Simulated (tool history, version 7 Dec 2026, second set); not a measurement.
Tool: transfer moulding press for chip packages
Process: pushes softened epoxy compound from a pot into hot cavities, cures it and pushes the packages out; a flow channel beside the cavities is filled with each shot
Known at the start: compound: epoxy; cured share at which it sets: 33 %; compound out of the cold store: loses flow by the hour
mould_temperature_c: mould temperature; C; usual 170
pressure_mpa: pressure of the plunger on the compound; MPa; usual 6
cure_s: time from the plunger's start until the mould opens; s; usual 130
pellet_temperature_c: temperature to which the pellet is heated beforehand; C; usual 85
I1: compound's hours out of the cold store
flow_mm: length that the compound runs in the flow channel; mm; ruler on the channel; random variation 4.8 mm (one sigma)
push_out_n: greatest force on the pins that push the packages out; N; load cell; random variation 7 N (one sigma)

Run 1, hour 0: usual settings; I1 32.2. Result: flow_mm 556 mm, push_out_n 449 N.
Run 2, hour 14.4: usual settings; I1 11. Result: flow_mm 599 mm, push_out_n 454 N.
Run 3, hour 26.8: usual settings; I1 17.7. Result: flow_mm 579 mm, push_out_n 464 N.
Run 4, hour 39.1: usual settings; I1 29.7. Result: flow_mm 563 mm, push_out_n 503 N.
Run 5, hour 48.7: usual settings; I1 27.5. Result: flow_mm 562 mm, push_out_n 482 N.
Run 6, hour 59.5: usual settings; I1 17.8. Result: flow_mm 587 mm, push_out_n 467 N.
Run 7, hour 66.4: usual settings; I1 11.7. Result: flow_mm 599 mm, push_out_n 494 N.
At hour 76.3: cavities cleaned with cleaning compound and waxed.
Run 8, hour 76.3: usual settings; I1 47. Result: flow_mm 516 mm, push_out_n 593 N.
Run 9, hour 91.3: usual settings; I1 23.7. Result: flow_mm 569 mm, push_out_n 591 N.
Run 10, hour 104.2: usual settings; I1 29.2. Result: flow_mm 549 mm, push_out_n 565 N.
Run 11, hour 118.3: usual settings; I1 16.4. Result: flow_mm 580 mm, push_out_n 585 N.
Run 12, hour 128: usual settings but mould_temperature_c 173 C; I1 35. Result: flow_mm 533 mm, push_out_n 547 N.
Run 13, hour 134.5: usual settings; I1 23.8. Result: flow_mm 566 mm, push_out_n 561 N.
Run 14, hour 141.8: usual settings; I1 33.3. Result: flow_mm 543 mm, push_out_n 560 N.
Run 15, hour 149: usual settings; I1 15.3. Result: flow_mm 583 mm, push_out_n 588 N.
At hour 156.9: cavities cleaned with cleaning compound and waxed, once more.
Run 16, hour 160.3: usual settings but mould_temperature_c 175 C, pressure_mpa 6.96 MPa, cure_s 140 s, pellet_temperature_c 91 C; I1 42.1. Result: flow_mm 552 mm, push_out_n 271 N.
Run 17, hour 173.8: usual settings but mould_temperature_c 175 C, pressure_mpa 6.96 MPa, cure_s 140 s, pellet_temperature_c 91 C; I1 12.3. Result: flow_mm 622 mm, push_out_n 294 N.
Run 18, hour 184.3: usual settings but mould_temperature_c 175 C, pressure_mpa 6.02 MPa, cure_s 123 s, pellet_temperature_c 91 C; I1 41.9. Result: flow_mm 510 mm, push_out_n 325 N.
Run 19, hour 191: usual settings but pressure_mpa 5.99 MPa, cure_s 143 s, pellet_temperature_c 82 C; I1 8.3. Result: flow_mm 588 mm, push_out_n 352 N.
Run 20, hour 203.2: usual settings but pressure_mpa 5.42 MPa, cure_s 128 s, pellet_temperature_c 86 C; I1 31.1. Result: flow_mm 519 mm, push_out_n 370 N.
Run 21, hour 219: usual settings but mould_temperature_c 162 C, pressure_mpa 6.36 MPa; I1 37.2. Result: flow_mm 561 mm, push_out_n 585 N.
Run 22, hour 231.9: usual settings but mould_temperature_c 176 C, pressure_mpa 4.74 MPa, pellet_temperature_c 77 C; I1 34.5. Result: flow_mm 467 mm, push_out_n 390 N.
Run 23, hour 242.2: usual settings but mould_temperature_c 174 C, pellet_temperature_c 93 C; I1 27.9. Result: flow_mm 537 mm, push_out_n 395 N.
Run 24, hour 250: usual settings but mould_temperature_c 174 C, pellet_temperature_c 93 C; I1 15.2. Result: flow_mm 570 mm, push_out_n 410 N.
Run 25, hour 259.6: usual settings but mould_temperature_c 174 C, pellet_temperature_c 93 C; I1 23.7. Result: flow_mm 542 mm, push_out_n 408 N.
Run 26, hour 275.3: usual settings but cure_s 128 s, pellet_temperature_c 75 C; I1 45.9. Result: flow_mm 511 mm, push_out_n 463 N.
Run 27, hour 286: usual settings but cure_s 128 s, pellet_temperature_c 75 C; I1 43.2. Result: flow_mm 510 mm, push_out_n 463 N.
Run 28, hour 293.7: usual settings but mould_temperature_c 164 C, pressure_mpa 5.46 MPa, cure_s 128 s, pellet_temperature_c 81 C; I1 25.3. Result: flow_mm 529 mm, push_out_n 637 N.
Run 29, hour 308.7: usual settings but mould_temperature_c 164 C, pressure_mpa 5.46 MPa, cure_s 128 s, pellet_temperature_c 81 C; I1 35.5. Result: flow_mm 510 mm, push_out_n 640 N.

4 ways to go on from here, each from the tool as it stands after run 29. What would each give?
Run A, hour 322: usual settings but pressure_mpa 4.91 MPa, pellet_temperature_c 93 C; I1 44.6. Result: flow_mm ?, push_out_n ?.
Run B, hour 322: usual settings but cure_s 144 s; I1 11.1. Result: flow_mm ?, push_out_n ?.
Run C, hour 322: usual settings but mould_temperature_c 164 C, pressure_mpa 5.46 MPa, cure_s 128 s, pellet_temperature_c 89 C; I1 37. Result: flow_mm ?, push_out_n ?.
Run D, hour 322: usual settings but mould_temperature_c 164 C, pressure_mpa 5.11 MPa, cure_s 149 s, pellet_temperature_c 86 C; I1 33.3. Result: flow_mm ?, push_out_n ?.

run  flow_mm  push_out_n
  A      456         457
  B      578         445
  C      507         611
  D      495         509
Without the tool's hidden state the same runs would have given:
run  flow_mm  push_out_n
  A      510         275
  B      646         268
  C      566         370
  D      553         311
